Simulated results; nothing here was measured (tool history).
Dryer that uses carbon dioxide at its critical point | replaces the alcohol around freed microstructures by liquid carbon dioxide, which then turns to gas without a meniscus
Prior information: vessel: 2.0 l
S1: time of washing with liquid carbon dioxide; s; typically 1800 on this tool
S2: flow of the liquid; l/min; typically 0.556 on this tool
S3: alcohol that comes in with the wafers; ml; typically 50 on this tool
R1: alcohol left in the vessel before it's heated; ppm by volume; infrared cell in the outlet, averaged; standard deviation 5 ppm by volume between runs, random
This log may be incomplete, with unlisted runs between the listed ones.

run 1 day=0.000 | S1=1800 S2=0.556 S3=50 | R1=138
run 2 day=0.704 | S1=1800 S2=0.556 S3=50 | R1=136
run 3 day=2.079 | S1=2400 S2=0.556 S3=50 | R1=131
run 4 day=3.454 | S1=2400 S2=0.556 S3=50 | R1=140
run 5 day=4.796 | S1=2400 S2=0.556 S3=50 | R1=145
run 6 day=6.388 | S1=1800 S2=0.341 S3=50 | R1=523
-- day=7.508 inlet filter changed
run 7 day=7.975 | S1=1800 S2=0.341 S3=50 | R1=334
run 8 day=9.233 | S1=1800 S2=0.341 S3=50 | R1=351
run 9 day=10.325 | S1=1800 S2=0.341 S3=50 | R1=364
run 10 day=11.504 | S1=1800 S2=0.556 S3=71 | R1=166
run 11 day=12.879 | S1=1800 S2=0.556 S3=71 | R1=178
run 12 day=14.000 | S1=1680 S2=0.691 S3=40 | R1=158
run 13 day=15.367 | S1=1680 S2=0.745 S3=74 | R1=164
run 14 day=16.638 | S1=1680 S2=0.745 S3=74 | R1=173
run 15 day=17.496 | S1=1380 S2=0.556 S3=74 | R1=378
run 16 day=18.679 | S1=1860 S2=0.358 S3=66 | R1=565
-- day=18.912 inlet filter changed
run 17 day=19.750 | S1=1980 S2=0.608 S3=66 | R1=166

Run 18 has not been measured yet. What should we expect?
run 18 day=20.408 | S1=1620 S2=0.391 S3=22 | R1=?

R1: 254 ppm by volume
The same run, on a tool lacking any hidden state, would have yielded R1 74 ppm by volume.

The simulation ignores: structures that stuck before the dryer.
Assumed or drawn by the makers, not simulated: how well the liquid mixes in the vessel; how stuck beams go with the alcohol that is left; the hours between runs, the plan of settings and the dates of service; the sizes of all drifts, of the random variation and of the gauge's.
